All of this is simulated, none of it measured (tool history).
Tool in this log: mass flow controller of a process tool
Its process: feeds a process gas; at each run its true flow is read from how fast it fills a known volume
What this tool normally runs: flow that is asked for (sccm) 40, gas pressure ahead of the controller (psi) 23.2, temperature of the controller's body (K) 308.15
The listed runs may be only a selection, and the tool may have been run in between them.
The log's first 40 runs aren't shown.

run      day  flow that is asked for (sccm)  gas pressure ahead of the controller (psi)  temperature of the controller's body (K)  true flow (%)
 41  178.004                             18                                        23.2                                    302.15          99.09
 42  183.512                             26                                        23.2                                    296.15          98.91
 43  187.467                             26                                        23.2                                    296.15          98.75
 44  191.629                             26                                        23.2                                    299.15          98.96
 45  197.029                             46                                        31.8                                    302.15          99.84
 46  199.842                              7                                        23.2                                    297.15          99.56
 47  204.675                             43                                        25.1                                    308.15          99.87
 48  208.679                             43                                        25.1                                    308.15          99.77

Branching from run 48: 3 alternative next runs. What would each branch give?
  A  214.379                              5                                        30.6                                    301.15              ?
  B  214.379                             43                                        21.3                                    296.15              ?
  C  214.379                             43                                        30.3                                    306.15              ?

run  true flow (%)
  A         101.02
  B          98.90
  C         100.00
Take away the tool's hidden state, keep each run's random variation, and the runs would have read:
run  true flow (%)
  A          99.37
  B          99.43
  C         100.52

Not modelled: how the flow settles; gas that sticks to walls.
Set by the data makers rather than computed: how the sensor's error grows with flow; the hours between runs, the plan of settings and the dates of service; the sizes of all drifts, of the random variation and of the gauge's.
